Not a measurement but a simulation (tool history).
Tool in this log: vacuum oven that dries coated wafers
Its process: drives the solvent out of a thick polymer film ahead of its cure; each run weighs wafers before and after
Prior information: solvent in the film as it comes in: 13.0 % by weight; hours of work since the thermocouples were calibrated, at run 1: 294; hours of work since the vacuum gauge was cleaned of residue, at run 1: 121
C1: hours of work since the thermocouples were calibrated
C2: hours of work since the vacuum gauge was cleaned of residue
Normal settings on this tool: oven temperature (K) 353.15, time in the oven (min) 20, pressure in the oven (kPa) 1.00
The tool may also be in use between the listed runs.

Run 1, day 0.000: usual settings; C1 294; C2 121. Result: solvent left in the film (%) 0.90.
Run 2, day 0.533: usual settings; C1 300; C2 128. Result: solvent left in the film (%) 0.89.
Run 3, day 1.100: usual settings; C1 308; C2 135. Result: solvent left in the film (%) 0.92.
Run 4, day 1.475: usual settings; C1 312; C2 139. Result: solvent left in the film (%) 0.83.
Run 5, day 2.017: usual settings but time in the oven (min) 25; C1 319; C2 146. Result: solvent left in the film (%) 0.57.
Run 6, day 2.788: usual settings but time in the oven (min) 25; C1 328; C2 155. Result: solvent left in the film (%) 0.50.
Run 7, day 3.400: usual settings but time in the oven (min) 25; C1 336; C2 163. Result: solvent left in the film (%) 0.57.
Run 8, day 3.938: usual settings; C1 343; C2 170. Result: solvent left in the film (%) 0.85.
Run 9, day 4.283: usual settings but pressure in the oven (kPa) 1.18; C1 347; C2 174. Result: solvent left in the film (%) 0.90.
Run 10, day 5.054: usual settings but pressure in the oven (kPa) 1.18; C1 357; C2 184. Result: solvent left in the film (%) 1.00.
Run 11, day 5.688: usual settings; C1 364; C2 191. Result: solvent left in the film (%) 0.83.
Run 12, day 6.012: usual settings; C1 368; C2 196. Result: solvent left in the film (%) 0.84.
Run 13, day 6.800: usual settings; C1 378; C2 205. Result: solvent left in the film (%) 0.81.
Run 14, day 7.300: usual settings but pressure in the oven (kPa) 1.89; C1 384; C2 211. Result: solvent left in the film (%) 1.07.
Run 15, day 8.033: usual settings but time in the oven (min) 16; C1 394; C2 221. Result: solvent left in the film (%) 1.30.
Run 16, day 8.558: usual settings but time in the oven (min) 16; C1 400; C2 227. Result: solvent left in the film (%) 1.30.
Run 17, day 9.200: usual settings but time in the oven (min) 15, pressure in the oven (kPa) 0.91; C1 408; C2 235. Result: solvent left in the film (%) 1.41.
Run 18, day 9.825: usual settings but time in the oven (min) 15, pressure in the oven (kPa) 0.91; C1 416; C2 243. Result: solvent left in the film (%) 1.37.
Run 19, day 10.338: usual settings but time in the oven (min) 13, pressure in the oven (kPa) 0.97; C1 422; C2 249. Result: solvent left in the film (%) 1.93.
Run 20, day 10.904: usual settings but oven temperature (K) 339.15, time in the oven (min) 19, pressure in the oven (kPa) 2.21; C1 429; C2 256. Result: solvent left in the film (%) 3.88.
Run 21, day 11.275: usual settings but oven temperature (K) 348.15, time in the oven (min) 14, pressure in the oven (kPa) 3.40; C1 434; C2 261. Result: solvent left in the film (%) 3.18.
Run 22, day 11.921: usual settings but oven temperature (K) 356.15, time in the oven (min) 15, pressure in the oven (kPa) 2.33; C1 442; C2 269. Result: solvent left in the film (%) 1.36.
Run 23, day 12.475: usual settings but oven temperature (K) 356.15, time in the oven (min) 15, pressure in the oven (kPa) 2.33; C1 449; C2 276. Result: solvent left in the film (%) 1.31.
Run 24, day 13.004: usual settings but oven temperature (K) 356.15, time in the oven (min) 15, pressure in the oven (kPa) 2.33; C1 455; C2 282. Result: solvent left in the film (%) 1.31.
Run 25, day 13.625: usual settings but oven temperature (K) 361.15, time in the oven (min) 24, pressure in the oven (kPa) 2.76; C1 463; C2 290. Result: solvent left in the film (%) 0.59.
Run 26, day 13.975: usual settings but oven temperature (K) 365.15, time in the oven (min) 25, pressure in the oven (kPa) 0.66; C1 467; C2 294. Result: solvent left in the film (%) 0.05.
Run 27, day 14.746: usual settings but oven temperature (K) 351.15, time in the oven (min) 11, pressure in the oven (kPa) 1.95; C1 477; C2 304. Result: solvent left in the film (%) 3.02.
Run 28, day 15.104: usual settings but time in the oven (min) 17, pressure in the oven (kPa) 0.78; C1 481; C2 308. Result: solvent left in the film (%) 1.12.
Run 29, day 15.550: usual settings but oven temperature (K) 359.15, pressure in the oven (kPa) 1.15; C1 487; C2 314. Result: solvent left in the film (%) 0.48.
Run 30, day 16.046: usual settings but oven temperature (K) 359.15, pressure in the oven (kPa) 1.15; C1 493; C2 320. Result: solvent left in the film (%) 0.43.
Run 31, day 16.800: usual settings but oven temperature (K) 347.15, time in the oven (min) 24, pressure in the oven (kPa) 3.63; C1 502; C2 329. Result: solvent left in the film (%) 2.03.
Run 32, day 17.583: usual settings but oven temperature (K) 342.15, time in the oven (min) 26, pressure in the oven (kPa) 3.63; C1 512; C2 339. Result: solvent left in the film (%) 2.65.

Measured less the same run without the tool's hidden state. The same run-to-run variation is in both; the gauge's scatter may not be:
Hidden conditions of the tool in this case: true wafer temperature over the reading, C; true pressure over the reading, kPa; drift of the gauge itself on solvent_pct, %.
run  solvent left in the film (%)
  1                         -0.07
  2                         -0.07
  3                         -0.07
  4                         -0.07
  5                         -0.04
  6                         -0.04
  7                         -0.04
  8                         -0.08
  9                         -0.08
 10                         -0.07
 11                         -0.08
 12                         -0.08
 13                         -0.08
 14                         -0.09
 15                         -0.12
 16                         -0.12
 17                         -0.13
 18                         -0.13
 19                         -0.15
 20                         -0.21
 21                         -0.19
 22                         -0.11
 23                         -0.11
 24                         -0.12
 25                         -0.02
 26                         +0.01
 27                         -0.21
 28                         -0.12
 29                         -0.03
 30                         -0.03
 31                         -0.14
 32                         -0.19

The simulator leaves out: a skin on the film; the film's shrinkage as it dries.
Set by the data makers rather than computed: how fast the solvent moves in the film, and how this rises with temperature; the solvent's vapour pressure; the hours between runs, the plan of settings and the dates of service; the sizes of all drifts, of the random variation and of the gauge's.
